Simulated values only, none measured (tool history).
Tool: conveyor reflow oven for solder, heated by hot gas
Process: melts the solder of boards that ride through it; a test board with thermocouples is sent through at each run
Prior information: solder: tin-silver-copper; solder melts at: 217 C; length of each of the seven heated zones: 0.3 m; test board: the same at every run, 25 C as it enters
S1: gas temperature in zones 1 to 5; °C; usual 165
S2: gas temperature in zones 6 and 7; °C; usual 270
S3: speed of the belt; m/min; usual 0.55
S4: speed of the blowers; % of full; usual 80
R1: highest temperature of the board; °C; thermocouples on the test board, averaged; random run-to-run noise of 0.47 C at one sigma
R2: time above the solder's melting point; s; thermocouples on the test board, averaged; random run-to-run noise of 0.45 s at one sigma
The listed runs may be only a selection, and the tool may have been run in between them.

| run | hour | S1 | S2 | S3 | S4 | R1 | R2 |
|---|---|---|---|---|---|---|---|
| 1 | 0 | 165 | 270 | 0.55 | 80 | 251.4 | 46.6 |
| 2 | 30 | 165 | 270 | 0.55 | 80 | 251.4 | 46.3 |
| 3 | 61.5 | 165 | 270 | 0.55 | 80 | 250.5 | 45.5 |
| 4 | 115.3 | 165 | 270 | 0.55 | 80 | 251.1 | 45.4 |
| 5 | 148 | 165 | 279 | 0.55 | 80 | 258.8 | 49.8 |
| 6 | 202.1 | 177 | 270 | 0.55 | 80 | 252.2 | 50.1 |
| 7 | 227.5 | 165 | 272 | 0.55 | 80 | 252.8 | 46 |
| 8 | 272.1 | 165 | 270 | 0.46 | 80 | 255.6 | 59.4 |
| 9 | 310.3 | 173 | 258 | 0.46 | 90 | 247.2 | 56.4 |
| 10 | 347.6 | 168 | 270 | 0.55 | 80 | 250.3 | 45.3 |
|  | 388.4 | flux residue cleaned out of gas plates and filters |
| 11 | 390.3 | 153 | 262 | 0.55 | 80 | 243.7 | 38.9 |

Here are 5 independent what-if runs from the current tool condition. What would each one return?
| A | 428.5 | 178 | 262 | 0.49 | 51 | ? | ? |
| B | 428.5 | 152 | 271 | 0.55 | 80 | ? | ? |
| C | 428.5 | 170 | 270 | 0.486 | 62 | ? | ? |
| D | 428.5 | 162 | 262 | 0.468 | 80 | ? | ? |
| E | 428.5 | 172 | 262 | 0.525 | 80 | ? | ? |

| run | R1 | R2 |
|---|---|---|
| A | 241.3 | 46.9 |
| B | 251.1 | 43.5 |
| C | 252.5 | 54.2 |
| D | 249.9 | 53.3 |
| E | 247.8 | 49.1 |
Without the tool's hidden state the same runs would have given:
| run | R1 | R2 |
|---|---|---|
| A | 242.2 | 47.5 |
| B | 252.3 | 44 |
| C | 253.5 | 54.6 |
| D | 251.1 | 53.7 |
| E | 248.9 | 49.6 |

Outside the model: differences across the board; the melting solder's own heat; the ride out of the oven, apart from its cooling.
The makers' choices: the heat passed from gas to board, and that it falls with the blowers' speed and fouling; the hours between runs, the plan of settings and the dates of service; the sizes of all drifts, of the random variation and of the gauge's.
